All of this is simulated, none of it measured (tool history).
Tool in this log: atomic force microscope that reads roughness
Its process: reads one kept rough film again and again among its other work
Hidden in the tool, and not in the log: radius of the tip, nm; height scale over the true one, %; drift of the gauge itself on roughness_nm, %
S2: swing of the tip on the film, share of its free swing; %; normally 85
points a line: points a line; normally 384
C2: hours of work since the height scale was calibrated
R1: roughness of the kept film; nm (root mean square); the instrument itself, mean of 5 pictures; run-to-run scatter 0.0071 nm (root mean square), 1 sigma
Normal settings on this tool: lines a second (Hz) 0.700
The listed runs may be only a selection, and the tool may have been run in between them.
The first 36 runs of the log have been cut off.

{"run": 37, "day": 21.929, "lines a second (Hz)": 0.59, "S2": 89, "points a line": 289, "pictures with this tip": 181, "C2": 706, "R1": 1.468}
{"run": 38, "day": 22.642, "lines a second (Hz)": 0.7, "S2": 85, "points a line": 282, "pictures with this tip": 217, "C2": 718, "R1": 1.467}
{"run": 39, "day": 23.204, "lines a second (Hz)": 0.7, "S2": 85, "points a line": 282, "pictures with this tip": 245, "C2": 728, "R1": 1.465}
{"run": 40, "day": 23.829, "lines a second (Hz)": 3.464, "S2": 66, "points a line": 460, "pictures with this tip": 275, "C2": 738, "R1": 1.412}
{"run": 41, "day": 24.471, "lines a second (Hz)": 0.528, "S2": 90, "points a line": 460, "pictures with this tip": 307, "C2": 749, "R1": 1.487}
{"run": 42, "day": 25.158, "lines a second (Hz)": 0.808, "S2": 85, "points a line": 545, "pictures with this tip": 341, "C2": 761, "R1": 1.459}
{"run": 43, "day": 25.646, "lines a second (Hz)": 0.697, "S2": 85, "points a line": 715, "pictures with this tip": 365, "C2": 769, "R1": 1.472}
{"day": 25.871, "done": "new tip fitted"}
{"run": 44, "day": 26.088, "lines a second (Hz)": 2.236, "S2": 76, "points a line": 372, "pictures with this tip": 10, "C2": 776, "R1": 1.399}
{"run": 45, "day": 26.554, "lines a second (Hz)": 2.236, "S2": 76, "points a line": 372, "pictures with this tip": 33, "C2": 784, "R1": 1.395}
{"run": 46, "day": 27.4, "lines a second (Hz)": 0.532, "S2": 75, "points a line": 384, "pictures with this tip": 75, "C2": 798, "R1": 1.523}
{"run": 47, "day": 28.058, "lines a second (Hz)": 0.599, "S2": 77, "points a line": 727, "pictures with this tip": 108, "C2": 809, "R1": 1.503}
{"run": 48, "day": 28.917, "lines a second (Hz)": 0.91, "S2": 85, "points a line": 355, "pictures with this tip": 150, "C2": 823, "R1": 1.448}

Consider 4 possible next runs. They are alternatives, not a sequence: every one starts from the tool as it was left by run 48. What does each give?
{"run": "A", "day": 29.458, "lines a second (Hz)": 0.826, "S2": 74, "points a line": 571, "pictures with this tip": 177, "C2": 833, "R1": "?"}
{"run": "B", "day": 29.458, "lines a second (Hz)": 1.389, "S2": 66, "points a line": 355, "pictures with this tip": 177, "C2": 833, "R1": "?"}
{"run": "C", "day": 29.458, "lines a second (Hz)": 2.489, "S2": 73, "points a line": 355, "pictures with this tip": 177, "C2": 833, "R1": "?"}
{"run": "D", "day": 29.458, "lines a second (Hz)": 0.595, "S2": 62, "points a line": 642, "pictures with this tip": 177, "C2": 833, "R1": "?"}

run=A R1=1.494
run=B R1=1.495
run=C R1=1.398
run=D R1=1.549
With no hidden state in the tool, these same runs would have given:
run=A R1=1.496
run=B R1=1.497
run=C R1=1.400
run=D R1=1.552
